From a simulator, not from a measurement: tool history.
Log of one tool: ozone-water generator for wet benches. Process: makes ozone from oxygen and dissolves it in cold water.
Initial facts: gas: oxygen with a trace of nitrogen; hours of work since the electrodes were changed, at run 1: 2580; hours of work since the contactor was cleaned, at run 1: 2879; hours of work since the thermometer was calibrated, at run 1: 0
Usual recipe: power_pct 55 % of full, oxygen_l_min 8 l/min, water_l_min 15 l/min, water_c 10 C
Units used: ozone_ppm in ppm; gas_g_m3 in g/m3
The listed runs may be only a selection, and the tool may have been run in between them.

run	hour	power_pct	oxygen_l_min	water_l_min	water_c	hours of work since the electrodes were changed	hours of work since the contactor was cleaned	hours of work since the thermometer was calibrated	ozone_ppm	gas_g_m3
1	0	55	8	15	10	2580	2879	0	24.1	183.3
2	86.4	55	8	15	10	2664	2963	84	23.8	183.6
3	165.6	55	8	15	10	2741	3041	162	24	183.4
# hour 194.5: contactor cleaned
4	247.1	55	8	15	10	2817	51	238	24.8	183.6
5	305.9	55	8	15	10	2875	109	295	24.3	180.9
6	373.4	64	8	15	10	2941	175	361	26.3	190.8
7	476.8	64	8	15	10	3042	276	462	25.9	192.2
8	538.8	64	8	15	10	3102	336	523	25.6	192.7
9	594.4	64	8	15	10	3157	391	577	25.5	192
10	657.5	55	14.16	15	10	3218	453	639	23.5	142.3
# hour 666: water thermometer calibrated
11	772.2	55	14.16	15	10	3330	564	104	23.3	140.7
12	852.2	55	8	24	10	3408	642	182	14.6	174.3
13	931.4	55	8	15	10	3485	720	259	23.7	175.8
14	1010.4	55	8	15	10	3563	797	337	23.4	174.3
15	1086.8	55	8	15	10	3637	872	411	23.2	177.1
# hour 1187.8: water thermometer calibrated, once more
16	1195.5	55	8	15	10	3743	977	7	23.5	171.8
17	1288.9	72	6.74	12	10	3834	1069	99	31.6	207.9
18	1355.5	76	6.74	12	13	3899	1134	164	30.1	213.5
19	1407.7	55	14.19	10	10	3950	1185	215	29.9	135.2
20	1465.4	55	14.19	10	10	4007	1241	271	29.7	133.6
21	1556.9	55	12.17	15	10	4096	1331	361	22.6	143.3
22	1642	55	8.46	15	16	4179	1414	444	20	165.6
23	1711.1	63	5.13	15	8	4247	1481	511	23.3	213.2
24	1769.1	55	8	16	10	4304	1538	568	21	166.3
25	1863.4	94	14.23	14	10	4396	1630	660	28.8	166.2
26	1975.4	70	8	10	16	4505	1740	770	29.9	182.6
27	2048.7	55	4.34	15	10	4577	1811	841	20.5	210.8
28	2158.9	51	8	15	16	4685	1919	949	18.8	158.5
29	2206.1	62	8	20	15	4731	1965	995	15.9	171.4
30	2320.9	82	8	9	13	4843	2077	1107	35.4	189.8
31	2431	94	8	15	5	4951	2185	1215	28.8	201.3
32	2543.3	94	8	15	5	5060	2295	1325	28.4	196.7

Entry by entry between the runs, the difference in hidden state between the last listed run before and the first listed run after:
In the gap between runs 3 and 4: contactor cleaned (hour 194.5)
  yield of the discharge, % of new electrodes': 85.1 -> 84.7; contactor's efficiency, % of a clean one's: 94.7 -> 99.6
  the result without the hidden state subtracted from the measured one, ozone_ppm: -4.6 -> -4 ppm; gas_g_m3: -28 -> -28.8 g/m3
In the gap between runs 10 and 11: water thermometer calibrated (hour 666)
  yield of the discharge, % of new electrodes': 82.6 -> 82.1; contactor's efficiency, % of a clean one's: 99 -> 98.8; true water temperature over the reading, C: 0.04 -> 0.05
  the result without the hidden state subtracted from the measured one, ozone_ppm: -4.5 -> -4.7 ppm; gas_g_m3: -26.1 -> -26.7 g/m3
In the gap between runs 15 and 16: water thermometer calibrated, once more (hour 1187.8)
  yield of the discharge, % of new electrodes': 80.5 -> 79.9; contactor's efficiency, % of a clean one's: 98.3 -> 98.1; true water temperature over the reading, C: 0.07 -> -0.04
  the result without the hidden state subtracted from the measured one, ozone_ppm: -5.3 -> -5.4 ppm; gas_g_m3: -37.3 -> -37.9 g/m3

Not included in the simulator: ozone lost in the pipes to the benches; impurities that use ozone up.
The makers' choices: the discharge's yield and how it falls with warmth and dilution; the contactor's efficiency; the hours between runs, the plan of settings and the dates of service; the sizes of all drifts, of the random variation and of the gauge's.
